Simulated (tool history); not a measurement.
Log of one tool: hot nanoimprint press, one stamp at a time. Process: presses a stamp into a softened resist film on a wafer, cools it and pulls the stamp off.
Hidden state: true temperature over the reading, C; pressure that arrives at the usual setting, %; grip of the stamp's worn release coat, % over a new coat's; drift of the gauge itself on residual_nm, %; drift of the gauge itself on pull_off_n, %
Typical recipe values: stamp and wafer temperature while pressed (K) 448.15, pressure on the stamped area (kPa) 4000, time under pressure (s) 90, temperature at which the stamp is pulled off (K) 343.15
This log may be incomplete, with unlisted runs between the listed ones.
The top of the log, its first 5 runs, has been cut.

run   hour  stamp and wafer temperature while pressed (K)  pressure on the stamped area (kPa)  time under pressure (s)  temperature at which the stamp is pulled off (K)  hours of work since the thermocouple was calibrated  imprints on the stamp's release coat  hours of work since the press's seals were changed  resist left under the stamp's widest pad (Å)  greatest force while the stamp is pulled off (N)
  6  138.7                                         448.15                                4000                       90                                            343.15                                                  356                                  1480                                                 449                                          1834                                               223
  7  154.1                                         448.15                                4000                       55                                            343.15                                                  365                                  1548                                                 458                                          2151                                               219
  8  188.9                                         448.15                                4000                       55                                            343.15                                                  385                                  1703                                                 478                                          2152                                               227
  9  225.7                                         448.15                                4000                       55                                            343.15                                                  407                                  1865                                                 499                                          2152                                               225
 10  253.5                                         448.15                                4000                       90                                            340.15                                                  423                                  1989                                                 515                                          1835                                               242
     283.3  -- stamp cleaned and given a new release coat
 11  283.6                                         448.15                                4000                       90                                            343.15                                                  437                                     1                                                 529                                          1825                                               190
 12  317.4                                         448.15                                4000                       90                                            343.15                                                  457                                   151                                                 549                                          1820                                               189
     347.2  -- plate thermocouple calibrated
 13  348.3                                         448.15                                4000                       90                                            343.15                                                    1                                   275                                                 565                                          1906                                               196
 14    375                                         448.15                                4000                       90                                            343.15                                                   16                                   392                                                 581                                          1891                                               200
 15  410.7                                         448.15                                4000                       90                                            343.15                                                   37                                   551                                                 601                                          1891                                               202
 16  431.5                                         448.15                                4000                       90                                            343.15                                                   49                                   643                                                 614                                          1893                                               205
 17    468                                         448.15                                4000                       90                                            343.15                                                   70                                   804                                                 635                                          1886                                               206
 18  487.4                                         448.15                                4000                       85                                            340.15                                                   81                                   890                                                 646                                          1920                                               218
 19  502.9                                         457.15                                3660                      162                                            341.15                                                   90                                   959                                                 655                                          1117                                               212
 20  532.8                                         457.15                                3660                      162                                            344.15                                                  108                                  1091                                                 672                                          1117                                               211
 21  568.3                                         448.15                                3740                       84                                            343.15                                                  128                                  1248                                                 693                                          1987                                               216
 22    595                                         448.15                                3740                       84                                            343.15                                                  144                                  1367                                                 708                                          1989                                               218
 23  630.9                                         448.15                                4040                       84                                            337.15                                                  165                                  1526                                                 729                                          1911                                               241
 24  667.7                                         444.15                                3920                       66                                            337.15                                                  186                                  1688                                                 751                                          2419                                               244
 25  685.5                                         443.15                                4670                       74                                            348.15                                                  196                                  1767                                                 761                                          2252                                               211
 26  713.1                                         443.15                                4670                       74                                            348.15                                                  213                                  1890                                                 777                                          2243                                               214
 27  740.1                                         441.15                                4000                       90                                            349.15                                                  228                                  2009                                                 793                                          2448                                               210
     763.3  -- stamp cleaned and given a new release coat
 28  776.2                                         441.15                                4000                       90                                            349.15                                                  246                                    57                                                 810                                          2440                                               179
 29    794                                         441.15                                4000                       90                                            349.15                                                  256                                   136                                                 821                                          2433                                               177
 30  814.8                                         455.15                                3640                       94                                            343.15                                                  268                                   228                                                 833                                          1465                                               194

3 options for the next run, each taken on its own from the tool as it stands now. Forecast them:
  A  834.7                                         448.15                                3400                       49                                            345.15                                                  280                                   316                                                 844                                             ?                                                 ?
  B  834.7                                         437.15                                3640                      161                                            338.15                                                  280                                   316                                                 844                                             ?                                                 ?
  C  834.7                                         453.15                                3640                      109                                            340.15                                                  280                                   316                                                 844                                             ?                                                 ?

run  resist left under the stamp's widest pad (Å)  greatest force while the stamp is pulled off (N)
  A                                          2430                                               189
  B                                          2496                                               214
  C                                          1498                                               201
Without the tool's unlogged condition, the same runs would have read:
run  resist left under the stamp's widest pad (Å)  greatest force while the stamp is pulled off (N)
  A                                          2454                                               185
  B                                          2527                                               208
  C                                          1513                                               196

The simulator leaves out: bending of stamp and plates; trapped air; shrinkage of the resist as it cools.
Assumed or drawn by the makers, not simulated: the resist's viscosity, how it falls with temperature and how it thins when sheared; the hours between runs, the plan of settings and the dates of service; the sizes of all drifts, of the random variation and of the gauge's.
